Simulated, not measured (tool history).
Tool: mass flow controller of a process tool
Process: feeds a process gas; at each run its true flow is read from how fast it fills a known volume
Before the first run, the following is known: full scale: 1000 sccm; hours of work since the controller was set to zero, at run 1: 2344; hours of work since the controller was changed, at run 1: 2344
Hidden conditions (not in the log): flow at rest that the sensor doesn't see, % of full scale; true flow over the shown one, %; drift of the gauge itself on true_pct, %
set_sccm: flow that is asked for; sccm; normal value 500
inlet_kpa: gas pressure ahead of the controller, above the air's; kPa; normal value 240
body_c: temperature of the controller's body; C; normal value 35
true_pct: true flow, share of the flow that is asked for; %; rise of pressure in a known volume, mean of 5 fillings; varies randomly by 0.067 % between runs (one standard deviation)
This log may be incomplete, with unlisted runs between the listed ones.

run,hour,set_sccm,inlet_kpa,body_c,hours of work since the controller was set to zero,hours of work since the controller was changed,true_pct
1,0,500,240,35,2344,2344,98.18
2,91.9,500,240,35,2407,2407,98.26
3,186.7,500,240,35,2472,2472,98.24
4,275.7,500,240,35,2533,2533,98.3
5,345.9,120,240,35,2581,2581,96.93
6,435.6,120,240,35,2642,2642,97.05
7,499.7,830,240,35,2686,2686,99.34
8,574.7,830,240,35,2737,2737,99.25
9,657,500,240,35,2794,2794,98.22
10,751.3,500,240,21,2858,2858,98.56
11,840.6,500,240,21,2919,2919,98.44
12,906.7,500,240,21,2965,2965,98.51
13,999.3,500,184,38,3028,3028,98.07
14,1085,500,203,23,3087,3087,98.38
15,1187.2,500,203,23,3157,3157,98.47
16,1235.1,500,249,33,3190,3190,98.25
17,1295.9,500,249,33,3231,3231,98.24
18,1395.7,500,249,33,3300,3300,98.31
19,1440.8,500,249,33,3331,3331,98.22
20,1505,500,142,33,3374,3374,98.08
21,1554.8,500,199,21,3409,3409,98.48

Alternative continuations, all from the tool just after run 21; predict every row:
A,1646.7,500,193,35,3472,3472,?
B,1646.7,416,240,35,3472,3472,?
C,1646.7,195,187,31,3472,3472,?
D,1646.7,124,231,36,3472,3472,?
E,1646.7,500,199,22,3472,3472,?

run,true_pct
A,98.07
B,98.02
C,97.2
D,96.99
E,98.38
Without the tool's unlogged condition, the same runs would have read:
run,true_pct
A,98.07
B,98.01
C,97.18
D,96.95
E,98.37
